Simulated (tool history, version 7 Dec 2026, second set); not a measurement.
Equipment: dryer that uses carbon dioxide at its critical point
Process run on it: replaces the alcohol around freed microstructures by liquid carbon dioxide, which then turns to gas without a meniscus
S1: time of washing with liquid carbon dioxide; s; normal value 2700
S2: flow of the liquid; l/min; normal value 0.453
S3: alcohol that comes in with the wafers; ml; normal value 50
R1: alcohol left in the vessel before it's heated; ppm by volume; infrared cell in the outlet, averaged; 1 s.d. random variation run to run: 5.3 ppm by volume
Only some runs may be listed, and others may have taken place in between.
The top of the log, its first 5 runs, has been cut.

run	day	S1	S2	S3	R1
6	1.683	2700	0.453	47	188
7	2.075	2700	0.453	71	269
8	2.488	2700	0.690	71	50
9	2.796	2700	0.690	71	59
10	3.204	2700	0.690	71	55
11	3.638	2700	0.453	50	203
12	3.950	2700	0.596	50	77
13	4.300	2700	0.596	50	77
14	4.525	2700	0.596	50	80
15	4.821	2700	0.453	50	218
16	5.150	2700	0.453	55	239
17	5.438	3120	0.453	50	131
18	5.638	3120	0.453	50	133
19	6.096	3120	0.453	50	133
20	6.400	2700	0.453	50	228
21	6.654	2700	0.453	32	168
22	6.883	2700	0.453	32	166
23	7.329	2700	0.453	32	157

Predict the results of run 24:
24	7.725	2700	0.453	50	?

{"run 24": {"R1": 232}}
With no hidden state in the tool, this same run would have given R1 124 ppm by volume.
